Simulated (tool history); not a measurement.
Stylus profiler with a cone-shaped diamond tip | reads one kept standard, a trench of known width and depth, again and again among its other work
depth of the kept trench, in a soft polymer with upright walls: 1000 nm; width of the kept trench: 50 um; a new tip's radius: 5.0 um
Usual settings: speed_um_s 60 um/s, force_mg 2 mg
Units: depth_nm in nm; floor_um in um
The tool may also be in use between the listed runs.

| run | hour | speed_um_s | force_mg | depth_nm | floor_um |
|---|---|---|---|---|---|
| 1 | 0 | 60 | 2 | 1011.1 | 42.98 |
| 2 | 61.4 | 60 | 2 | 1010.84 | 42.93 |
| 3 | 107.5 | 60 | 2 | 1010.7 | 42.81 |
| 4 | 173.6 | 60 | 3.57 | 1016.08 | 42.8 |
| 5 | 241 | 60 | 2 | 1010.31 | 42.6 |
| 6 | 320.8 | 35 | 2 | 1010.46 | 42.55 |
| 7 | 381.7 | 176 | 2 | 1009.76 | 42.17 |
| 8 | 457.6 | 176 | 2 | 1009.93 | 42.06 |
| 9 | 546.4 | 55 | 2 | 1009.66 | 42.13 |
| 10 | 621.4 | 55 | 2 | 1009.03 | 41.96 |
| 11 | 687.7 | 55 | 2 | 1009.29 | 41.97 |
| 12 | 757.8 | 20 | 2 | 1009.37 | 41.9 |
| 13 | 815.7 | 19 | 2 | 1009 | 41.76 |
| 14 | 902.7 | 19 | 2 | 1009.09 | 41.67 |
| 15 | 966.2 | 19 | 2 | 1008.48 | 41.6 |
| 16 | 1006 | 19 | 2 | 1008.3 | 41.57 |
| 17 | 1093.3 | 19 | 2 | 1007.91 | 41.42 |
| 18 | 1135.9 | 19 | 0.98 | 1003.31 | 41.37 |
| 19 | 1183.6 | 19 | 0.98 | 1003.46 | 41.33 |
| 20 | 1268.9 | 19 | 0.98 | 1003.13 | 41.18 |
| 21 | 1336.5 | 19 | 0.98 | 1003.21 | 41.06 |
| 22 | 1384.7 | 55 | 1.7 | 1006.27 | 40.98 |
| 23 | 1450.9 | 169 | 5.8 | 1020.22 | 40.85 |
| 24 | 1532.9 | 60 | 2.08 | 1007.75 | 40.75 |
| 25 | 1625.3 | 16 | 5.07 | 1017.69 | 40.73 |
| 26 | 1718.5 | 66 | 0.79 | 1001.2 | 40.49 |
| 27 | 1787.8 | 66 | 0.79 | 1001.18 | 40.38 |
| 28 | 1859.7 | 66 | 0.79 | 1000.7 | 40.3 |
| 29 | 1941.9 | 66 | 0.79 | 1000.61 | 40.23 |
| 30 | 2015.1 | 63 | 3.75 | 1012.61 | 40.19 |
|  | 2089.1 | height scale calibrated on a step standard |
| 31 | 2105.5 | 20 | 0.74 | 1006.31 | 40.13 |
| 32 | 2157.4 | 112 | 1.59 | 1010.5 | 39.94 |
| 33 | 2225.3 | 138 | 1.59 | 1010.02 | 39.77 |
| 34 | 2271.4 | 30 | 3.17 | 1016.33 | 39.91 |
| 35 | 2345.1 | 17 | 2 | 1011.55 | 39.86 |
| 36 | 2421.8 | 25 | 0.78 | 1005.91 | 39.72 |
| 37 | 2478 | 19 | 2.83 | 1014.6 | 39.75 |
| 38 | 2559.9 | 19 | 2.83 | 1013.98 | 39.62 |
| 39 | 2617.4 | 180 | 1.93 | 1010.78 | 39.23 |
| 40 | 2663.2 | 20 | 2.75 | 1014.27 | 39.51 |

3 ways to go on from here, each from the tool as it stands after run 40. What would each give?
| A | 2746.3 | 20 | 1.57 | ? | ? |
| B | 2746.3 | 20 | 2.71 | ? | ? |
| C | 2746.3 | 20 | 1.24 | ? | ? |

| run | depth_nm | floor_um |
|---|---|---|
| A | 1009.28 | 39.38 |
| B | 1013.43 | 39.39 |
| C | 1007.41 | 39.4 |
Without the tool's hidden state the same runs would have given:
| run | depth_nm | floor_um |
|---|---|---|
| A | 1010.96 | 43.94 |
| B | 1015.11 | 43.95 |
| C | 1009.09 | 43.96 |
